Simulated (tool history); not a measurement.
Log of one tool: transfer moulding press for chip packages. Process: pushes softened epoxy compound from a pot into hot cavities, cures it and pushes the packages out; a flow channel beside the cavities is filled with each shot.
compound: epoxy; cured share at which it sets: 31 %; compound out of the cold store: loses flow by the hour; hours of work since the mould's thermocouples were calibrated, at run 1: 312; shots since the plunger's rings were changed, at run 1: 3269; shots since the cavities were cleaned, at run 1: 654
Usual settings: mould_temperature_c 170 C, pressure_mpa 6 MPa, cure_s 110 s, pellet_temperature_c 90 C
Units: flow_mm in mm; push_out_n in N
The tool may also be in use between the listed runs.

| run | day | mould_temperature_c | pressure_mpa | cure_s | pellet_temperature_c | hours of work since the mould's thermocouples were calibrated | shots since the plunger's rings were changed | shots since the cavities were cleaned | incoming compound's hours out of the cold store | flow_mm | push_out_n |
|---|---|---|---|---|---|---|---|---|---|---|---|
| 1 | 0 | 170 | 6 | 110 | 90 | 312 | 3269 | 654 | 37.4 | 793 | 918 |
|  | 0.138 | cavities cleaned with cleaning compound and waxed |
| 2 | 0.596 | 170 | 6 | 110 | 90 | 318 | 3378 | 94 | 20.1 | 857 | 1142 |
| 3 | 0.962 | 167 | 6 | 110 | 90 | 323 | 3452 | 168 | 37 | 806 | 1268 |
| 4 | 1.5 | 170 | 6 | 110 | 90 | 329 | 3560 | 276 | 30.5 | 807 | 1051 |
| 5 | 1.879 | 170 | 6.97 | 110 | 90 | 334 | 3638 | 354 | 33.1 | 872 | 1051 |
| 6 | 2.458 | 170 | 6.97 | 110 | 90 | 341 | 3755 | 471 | 33.6 | 856 | 1043 |
| 7 | 3.288 | 170 | 6 | 101 | 90 | 352 | 3924 | 640 | 20.8 | 834 | 1215 |
|  | 3.533 | cavities cleaned with cleaning compound and waxed |
|  | 3.65 | cavities cleaned with cleaning compound and waxed, once more |
|  | 3.867 | plunger's sealing rings changed |
| 8 | 4.171 | 170 | 6 | 110 | 90 | 360 | 62 | 84 | 26.7 | 882 | 636 |
| 9 | 4.896 | 170 | 6 | 110 | 90 | 369 | 209 | 231 | 45.6 | 807 | 747 |
| 10 | 5.3 | 175 | 4.57 | 110 | 96 | 374 | 291 | 313 | 30.6 | 737 | 652 |
| 11 | 5.675 | 170 | 6 | 149 | 90 | 378 | 367 | 389 | 42.1 | 827 | 655 |
|  | 5.979 | mould's thermocouples calibrated |
| 12 | 6.279 | 172 | 5.93 | 104 | 94 | 4 | 473 | 495 | 45.5 | 793 | 795 |
| 13 | 6.75 | 177 | 6.54 | 142 | 91 | 10 | 568 | 590 | 24.9 | 890 | 704 |
|  | 7.229 | cavities cleaned with cleaning compound and waxed |
| 14 | 7.242 | 177 | 6.54 | 142 | 91 | 15 | 656 | 3 | 10.5 | 945 | 419 |
| 15 | 7.975 | 177 | 6.47 | 142 | 96 | 24 | 804 | 151 | 26.5 | 890 | 534 |
| 16 | 8.688 | 177 | 6.47 | 142 | 96 | 33 | 949 | 296 | 17.5 | 895 | 602 |
| 17 | 9.092 | 170 | 5.79 | 117 | 90 | 38 | 1030 | 377 | 23.2 | 866 | 771 |

Forecast each of these 4 alternatives for the next run:
| A | 9.733 | 171 | 5.11 | 110 | 94 | 46 | 1160 | 507 | 19.2 | ? | ? |
| B | 9.733 | 175 | 5.41 | 131 | 90 | 46 | 1160 | 507 | 47.2 | ? | ? |
| C | 9.733 | 167 | 6.75 | 117 | 90 | 46 | 1160 | 507 | 44.7 | ? | ? |
| D | 9.733 | 176 | 6 | 95 | 90 | 46 | 1160 | 507 | 37 | ? | ? |

| run | flow_mm | push_out_n |
|---|---|---|
| A | 826 | 850 |
| B | 735 | 688 |
| C | 865 | 876 |
| D | 816 | 817 |
Without the tool's hidden state the same runs would have given:
| run | flow_mm | push_out_n |
|---|---|---|
| A | 846 | 520 |
| B | 753 | 422 |
| C | 887 | 535 |
| D | 836 | 503 |

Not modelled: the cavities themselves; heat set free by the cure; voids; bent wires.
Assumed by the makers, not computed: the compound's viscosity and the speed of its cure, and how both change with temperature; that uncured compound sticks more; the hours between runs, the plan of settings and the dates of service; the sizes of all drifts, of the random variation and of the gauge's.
